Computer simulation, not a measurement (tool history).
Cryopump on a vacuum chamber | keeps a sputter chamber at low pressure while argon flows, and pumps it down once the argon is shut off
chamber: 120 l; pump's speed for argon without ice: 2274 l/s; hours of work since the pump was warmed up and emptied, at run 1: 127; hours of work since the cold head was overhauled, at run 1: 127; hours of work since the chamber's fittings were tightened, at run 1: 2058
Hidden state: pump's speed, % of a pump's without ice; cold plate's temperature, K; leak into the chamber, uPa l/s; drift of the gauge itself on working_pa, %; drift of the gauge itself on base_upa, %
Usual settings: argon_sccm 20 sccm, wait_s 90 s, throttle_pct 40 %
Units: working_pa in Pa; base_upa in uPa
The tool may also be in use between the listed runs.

run,hour,argon_sccm,wait_s,throttle_pct,hours of work since the pump was warmed up and emptied,hours of work since the cold head was overhauled,hours of work since the chamber's fittings were tightened,working_pa,base_upa
1,0,20,90,40,127,127,2058,0.0378,1.25
2,16.2,9,90,40,139,139,2070,0.0173,1.3
3,33.6,20,90,19,151,151,2082,0.0797,1.32
4,65.5,20,90,40,173,173,2104,0.0386,1.22
5,85.7,20,90,40,188,188,2118,0.0391,1.34
6,111.2,20,90,40,205,205,2136,0.039,1.31
7,126.7,20,90,40,216,216,2147,0.0385,1.34
8,155.2,20,90,40,236,236,2167,0.0392,1.39
9,172.1,20,90,40,248,248,2179,0.0397,1.41
10,202.8,20,90,40,270,270,2200,0.039,1.41
11,221.2,20,90,40,282,282,2213,0.0392,1.39
12,248.1,22,90,40,301,301,2232,0.0438,1.36
# hour 270.2: pump warmed up, emptied and cooled again
13,284.4,22,90,40,10,323,2254,0.0414,1.31
14,305.6,20,90,54,25,338,2269,0.0279,1.33
15,331.6,20,90,54,43,356,2287,0.0283,1.29
16,344.8,20,90,54,52,366,2296,0.0284,1.3
17,367.9,18,90,54,68,382,2313,0.0253,1.27
18,392,18,90,54,85,399,2329,0.0255,1.35
19,410,15,38,16,98,411,2342,0.0704,2.02
20,426.4,20,52,18,109,423,2354,0.0838,1.73
21,454.2,12,37,20,129,442,2373,0.0458,2.09
22,483.3,12,37,20,149,463,2393,0.0451,2.05
23,513.9,12,37,20,171,484,2415,0.0453,2.16
24,543.9,12,37,55,192,505,2436,0.0171,2.12
25,557.1,20,109,40,201,514,2445,0.0391,1.36
26,573.4,20,109,40,212,526,2457,0.0387,1.34
27,587.8,34,90,54,223,536,2467,0.0499,1.45
28,609.1,34,90,54,238,551,2482,0.0502,1.47
29,631.9,23,27,53,253,567,2498,0.035,2.57
30,662.9,23,27,53,275,589,2519,0.0356,2.66
31,681,9,96,26,288,601,2532,0.027,1.45
32,694.3,9,96,26,297,610,2541,0.0262,1.4
# hour 722.8: pump warmed up, emptied and cooled again
33,723.9,12,28,24,1,628,2559,0.0374,2.45

5 ways to go on from here, each from the tool as it stands after run 33. What would each give?
A,747.2,29,28,22,17,644,2575,?,?
B,747.2,20,90,21,17,644,2575,?,?
C,747.2,12,253,19,17,644,2575,?,?
D,747.2,16,105,56,17,644,2575,?,?
E,747.2,20,77,56,17,644,2575,?,?

run,working_pa,base_upa
A,0.0984,2.46
B,0.0708,1.37
C,0.0468,1.04
D,0.0211,1.31
E,0.027,1.42
Without the tool's hidden state the same runs would have given:
run,working_pa,base_upa
A,0.098,1.71
B,0.0706,0.62
C,0.0466,0.29
D,0.0209,0.57
E,0.0267,0.68

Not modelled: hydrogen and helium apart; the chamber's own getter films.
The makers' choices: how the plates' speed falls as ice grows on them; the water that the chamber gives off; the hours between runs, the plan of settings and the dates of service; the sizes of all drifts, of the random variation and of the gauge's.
